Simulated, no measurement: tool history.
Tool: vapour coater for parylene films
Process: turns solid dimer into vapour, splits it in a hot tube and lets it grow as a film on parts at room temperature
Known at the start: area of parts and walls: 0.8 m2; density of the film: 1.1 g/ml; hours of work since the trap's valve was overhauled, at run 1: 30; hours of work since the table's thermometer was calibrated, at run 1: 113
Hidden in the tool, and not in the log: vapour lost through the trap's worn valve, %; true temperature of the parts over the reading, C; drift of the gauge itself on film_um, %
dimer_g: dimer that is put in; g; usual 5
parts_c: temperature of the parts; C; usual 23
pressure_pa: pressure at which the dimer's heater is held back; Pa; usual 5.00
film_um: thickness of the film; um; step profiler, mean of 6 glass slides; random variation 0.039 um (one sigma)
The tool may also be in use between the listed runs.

run,hour,dimer_g,parts_c,pressure_pa,hours of work since the trap's valve was overhauled,hours of work since the table's thermometer was calibrated,film_um
1,0.0,5,23,5.00,30,113,4.10
2,37.6,5,23,5.00,47,130,4.08
3,102.1,5,23,5.00,77,160,4.12
4,143.6,5,21,5.00,96,179,4.45
5,208.8,5,24,5.00,127,209,3.98
6,237.4,5,24,5.00,140,222,3.99
7,281.7,9,23,5.00,160,243,7.43
8,346.1,9,23,5.00,190,273,7.32
9,403.8,5,23,11.22,217,299,3.73
10,445.3,5,23,11.22,236,318,3.65
11,480.3,5,23,5.00,252,335,4.11
12,525.4,5,23,5.00,273,356,4.09
13,591.3,5,23,5.42,303,386,4.12
14,624.8,5,23,5.00,319,401,4.13
15,689.3,5,23,5.00,349,431,4.08
16,750.0,5,23,5.00,377,459,4.08
17,812.0,5,23,5.00,405,488,4.13
18,859.5,5,23,5.00,427,510,4.00
19,899.9,5,23,4.11,446,529,4.18
20,935.7,5,19,5.00,463,545,4.76
# hour 1003.3: trap's valve overhauled
21,1003.3,5,23,5.00,0,575,4.04
22,1031.4,4,23,5.00,13,588,3.24
23,1077.7,5,23,5.00,34,609,4.13
24,1136.9,5,23,5.00,62,636,4.05
25,1169.5,3,23,9.91,77,651,2.26
26,1198.9,7,30,3.73,90,665,4.44
27,1233.9,5,20,6.53,107,681,4.50
28,1300.6,4,16,5.00,137,712,4.29
29,1340.9,5,22,2.03,156,731,4.81
30,1376.2,5,22,2.03,172,747,4.74
31,1420.3,5,29,5.00,193,767,3.21
32,1485.6,4,33,5.00,223,798,2.18
33,1541.6,2,31,2.86,249,823,1.29
34,1581.7,2,30,2.34,267,842,1.38
35,1612.8,2,30,2.34,282,856,1.29
36,1669.7,9,15,2.43,308,883,10.09
37,1697.0,4,16,2.43,321,895,4.39
# hour 1717.2: table's thermometer calibrated
38,1746.5,3,19,3.33,343,14,3.06
39,1787.7,3,23,2.90,362,33,2.62
40,1841.9,5,26,4.71,387,58,3.69
41,1908.3,5,31,5.00,418,88,2.93
42,1938.3,5,23,6.30,432,102,3.98
43,1976.7,2,17,3.36,450,120,2.20
44,2013.0,2,17,3.36,466,137,2.14
45,2063.3,3,23,8.52,490,160,2.29
# hour 2070.0: trap's valve overhauled
46,2099.6,2,30,8.52,14,175,1.13
47,2164.9,3,23,5.00,44,205,2.49

Hidden state at the last listed run before each entry between runs and at the first one after, where it differs:
Between runs 20 and 21: trap's valve overhauled (hour 1003.3)
  vapour lost through the trap's worn valve, %: 0.3 -> 0; true temperature of the parts over the reading, C: 0.04 -> 0.05
Between runs 37 and 38: table's thermometer calibrated (hour 1717.2)
  true temperature of the parts over the reading, C: 0.07 -> 0.01
Between runs 45 and 46: trap's valve overhauled (hour 2070.0)
  vapour lost through the trap's worn valve, %: 0.3 -> 0
